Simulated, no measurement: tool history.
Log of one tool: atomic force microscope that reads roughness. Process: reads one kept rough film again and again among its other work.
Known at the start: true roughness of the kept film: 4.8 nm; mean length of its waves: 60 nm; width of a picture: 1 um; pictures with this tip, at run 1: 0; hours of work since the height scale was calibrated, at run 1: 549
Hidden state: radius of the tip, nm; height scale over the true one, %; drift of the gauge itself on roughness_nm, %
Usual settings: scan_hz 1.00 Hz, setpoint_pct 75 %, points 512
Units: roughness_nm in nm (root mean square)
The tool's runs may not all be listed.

| run | hour | scan_hz | setpoint_pct | points | pictures with this tip | hours of work since the height scale was calibrated | roughness_nm |
|---|---|---|---|---|---|---|---|
| 1 | 0.0 | 1.00 | 75 | 512 | 0 | 549 | 4.507 |
| 2 | 24.7 | 1.75 | 75 | 512 | 34 | 559 | 4.348 |
| 3 | 42.8 | 1.75 | 75 | 512 | 59 | 567 | 4.335 |
| 4 | 67.9 | 1.75 | 75 | 687 | 93 | 577 | 4.384 |
| 5 | 103.8 | 3.05 | 75 | 512 | 142 | 593 | 4.149 |
| 6 | 123.2 | 3.05 | 75 | 512 | 168 | 601 | 4.172 |
| 7 | 148.1 | 3.05 | 75 | 512 | 202 | 611 | 4.141 |
|  | 172.7 | new tip fitted |
| 8 | 178.1 | 0.61 | 75 | 512 | 7 | 624 | 4.590 |
| 9 | 203.4 | 0.61 | 75 | 512 | 42 | 635 | 4.572 |
| 10 | 224.7 | 0.61 | 75 | 512 | 71 | 644 | 4.569 |
| 11 | 256.5 | 0.61 | 75 | 512 | 114 | 657 | 4.543 |
| 12 | 285.5 | 0.61 | 75 | 512 | 154 | 669 | 4.555 |
| 13 | 318.6 | 0.61 | 75 | 512 | 199 | 683 | 4.525 |
|  | 344.9 | new tip fitted |
| 14 | 345.6 | 1.00 | 75 | 678 | 1 | 695 | 4.494 |
| 15 | 362.1 | 1.00 | 66 | 322 | 23 | 702 | 4.526 |
| 16 | 392.4 | 1.00 | 66 | 446 | 65 | 714 | 4.566 |
| 17 | 417.1 | 2.95 | 55 | 384 | 98 | 725 | 4.513 |
| 18 | 435.4 | 3.51 | 60 | 749 | 123 | 733 | 4.399 |
| 19 | 451.3 | 2.97 | 74 | 512 | 145 | 739 | 4.163 |
| 20 | 474.5 | 2.97 | 74 | 512 | 177 | 749 | 4.203 |
| 21 | 497.6 | 2.97 | 72 | 338 | 208 | 759 | 4.252 |
| 22 | 514.2 | 0.71 | 72 | 325 | 231 | 766 | 4.571 |
|  | 518.0 | new tip fitted |
| 23 | 543.2 | 1.58 | 75 | 512 | 35 | 778 | 4.395 |
| 24 | 578.2 | 0.57 | 55 | 458 | 82 | 793 | 4.633 |
| 25 | 598.7 | 0.57 | 55 | 458 | 110 | 802 | 4.637 |
| 26 | 619.7 | 0.69 | 82 | 521 | 139 | 811 | 4.494 |
| 27 | 648.1 | 0.96 | 64 | 519 | 177 | 823 | 4.616 |

4 ways to go on from here, each from the tool as it stands after run 27. What would each give?
| A | 677.7 | 0.62 | 71 | 519 | 218 | 835 | ? |
| B | 677.7 | 0.62 | 68 | 436 | 218 | 835 | ? |
| C | 677.7 | 0.96 | 64 | 451 | 218 | 835 | ? |
| D | 677.7 | 1.43 | 80 | 412 | 218 | 835 | ? |

| run | roughness_nm |
|---|---|
| A | 4.582 |
| B | 4.622 |
| C | 4.610 |
| D | 4.388 |
Without the tool's hidden state the same runs would have given:
| run | roughness_nm |
|---|---|
| A | 4.588 |
| B | 4.628 |
| C | 4.616 |
| D | 4.394 |
